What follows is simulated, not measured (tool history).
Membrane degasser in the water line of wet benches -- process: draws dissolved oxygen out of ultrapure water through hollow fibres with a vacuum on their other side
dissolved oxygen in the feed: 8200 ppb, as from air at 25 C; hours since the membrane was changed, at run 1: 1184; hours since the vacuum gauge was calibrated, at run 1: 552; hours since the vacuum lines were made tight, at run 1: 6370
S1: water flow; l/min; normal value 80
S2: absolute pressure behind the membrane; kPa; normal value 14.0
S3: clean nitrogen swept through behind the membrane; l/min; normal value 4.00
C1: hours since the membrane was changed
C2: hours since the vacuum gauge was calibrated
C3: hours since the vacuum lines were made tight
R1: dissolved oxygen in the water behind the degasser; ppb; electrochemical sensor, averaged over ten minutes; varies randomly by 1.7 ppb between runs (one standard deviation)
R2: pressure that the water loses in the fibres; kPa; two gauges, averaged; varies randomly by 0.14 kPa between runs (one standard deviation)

| run | hour | S1 | S2 | S3 | C1 | C2 | C3 | R1 | R2 |
|---|---|---|---|---|---|---|---|---|---|
| 1 | 0.0 | 80 | 14.0 | 4.00 | 1184 | 552 | 6370 | 472.4 | 25.40 |
| 2 | 49.9 | 80 | 14.0 | 4.00 | 1234 | 602 | 6420 | 470.6 | 25.61 |
| 3 | 112.5 | 74 | 14.0 | 4.00 | 1297 | 664 | 6483 | 438.7 | 23.65 |
| 4 | 152.7 | 80 | 14.0 | 4.00 | 1337 | 704 | 6523 | 470.5 | 25.70 |
| 5 | 213.3 | 80 | 14.0 | 4.00 | 1397 | 765 | 6584 | 472.3 | 25.56 |
| 6 | 258.0 | 80 | 14.0 | 4.00 | 1442 | 810 | 6628 | 472.9 | 25.49 |
| 7 | 316.1 | 80 | 14.0 | 4.00 | 1500 | 868 | 6686 | 469.2 | 25.35 |
| 8 | 375.7 | 80 | 14.0 | 4.00 | 1560 | 927 | 6746 | 471.7 | 25.35 |
| 9 | 416.7 | 122 | 9.5 | 4.00 | 1601 | 968 | 6787 | 423.2 | 38.85 |
| 10 | 476.6 | 122 | 9.5 | 4.00 | 1661 | 1028 | 6847 | 424.4 | 39.11 |
| 11 | 528.8 | 72 | 9.5 | 9.10 | 1713 | 1081 | 6899 | 129.9 | 22.80 |
| 12 | 574.3 | 72 | 9.5 | 9.10 | 1758 | 1126 | 6945 | 130.4 | 22.92 |
| 13 | 615.8 | 72 | 9.5 | 9.10 | 1800 | 1167 | 6986 | 130.7 | 23.18 |
| 14 | 672.6 | 83 | 19.7 | 4.00 | 1857 | 1224 | 7043 | 713.3 | 26.58 |
| 15 | 707.3 | 49 | 18.8 | 1.85 | 1891 | 1259 | 7078 | 817.7 | 15.64 |
| 16 | 763.5 | 49 | 9.1 | 1.85 | 1948 | 1315 | 7134 | 328.5 | 15.58 |

Here are 3 independent what-if runs from the current tool condition. What would each one return?
| A | 799.0 | 85 | 14.0 | 4.00 | 1983 | 1351 | 7169 | ? | ? |
| B | 799.0 | 92 | 20.5 | 3.60 | 1983 | 1351 | 7169 | ? | ? |
| C | 799.0 | 49 | 14.3 | 3.01 | 1983 | 1351 | 7169 | ? | ? |

| run | R1 | R2 |
|---|---|---|
| A | 498.5 | 26.98 |
| B | 885.8 | 28.93 |
| C | 400.0 | 15.49 |
With no hidden state in the tool, these same runs would have given:
| run | R1 | R2 |
|---|---|---|
| A | 498.2 | 26.97 |
| B | 885.5 | 28.92 |
| C | 399.7 | 15.49 |
